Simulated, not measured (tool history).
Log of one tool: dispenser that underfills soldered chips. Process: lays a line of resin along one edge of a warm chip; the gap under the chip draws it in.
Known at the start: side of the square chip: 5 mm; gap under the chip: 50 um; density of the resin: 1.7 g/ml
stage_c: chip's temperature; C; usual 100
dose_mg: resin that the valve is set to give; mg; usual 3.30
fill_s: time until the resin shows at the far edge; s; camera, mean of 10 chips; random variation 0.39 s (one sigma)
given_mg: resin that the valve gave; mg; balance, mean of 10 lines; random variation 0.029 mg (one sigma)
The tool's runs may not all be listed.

run    day  stage_c  dose_mg  fill_s  given_mg
  1  0.000      100     3.30    32.6      3.21
     0.521  -- new syringe of resin
  2  0.679      100     3.68    30.1      3.56
  3  1.246      100     3.68    52.5      3.57
     1.308  -- new syringe of resin
  4  1.596      100     3.68    34.9      3.52
  5  1.933      111     3.30    34.5      3.13
     2.075  -- new syringe of resin
  6  2.596      111     3.30    30.8      3.13
     2.867  -- new syringe of resin
  7  3.188      111     3.30    25.5      3.11
     3.617  -- new syringe of resin
  8  3.800      100     3.30    31.5      3.07
     4.358  -- new syringe of resin
  9  4.425      100     3.30    28.0      2.98
     4.546  -- dispensing valve cleaned and set on the balance
 10  4.888       88     3.30    63.6      3.26
     5.142  -- new syringe of resin
 11  5.550       89     3.30    56.9      3.28
 12  5.862      100     3.30    53.3      3.25
     5.908  -- new syringe of resin
 13  6.312      100     3.30    39.4      3.23
     6.696  -- new syringe of resin
 14  6.762      100     3.30    28.3      3.15
 15  7.367       86     2.82    87.6      2.71
     7.442  -- new syringe of resin
 16  7.825       90     3.24    54.4      3.16
     8.238  -- new syringe of resin
 17  8.517      104     2.82    31.8      2.68
 18  8.896      104     2.82    47.4      2.74
     8.988  -- new syringe of resin
 19  9.521       97     3.38    50.1      3.18

The next listed run, before its measurement:
      9.758  -- new syringe of resin
 20  10.225       87     3.21       ?         ?

fill_s: 66.8 s
given_mg: 3.00 mg
Without the tool's hidden state the same run would have given fill_s 40.7 s, given_mg 3.18 mg.

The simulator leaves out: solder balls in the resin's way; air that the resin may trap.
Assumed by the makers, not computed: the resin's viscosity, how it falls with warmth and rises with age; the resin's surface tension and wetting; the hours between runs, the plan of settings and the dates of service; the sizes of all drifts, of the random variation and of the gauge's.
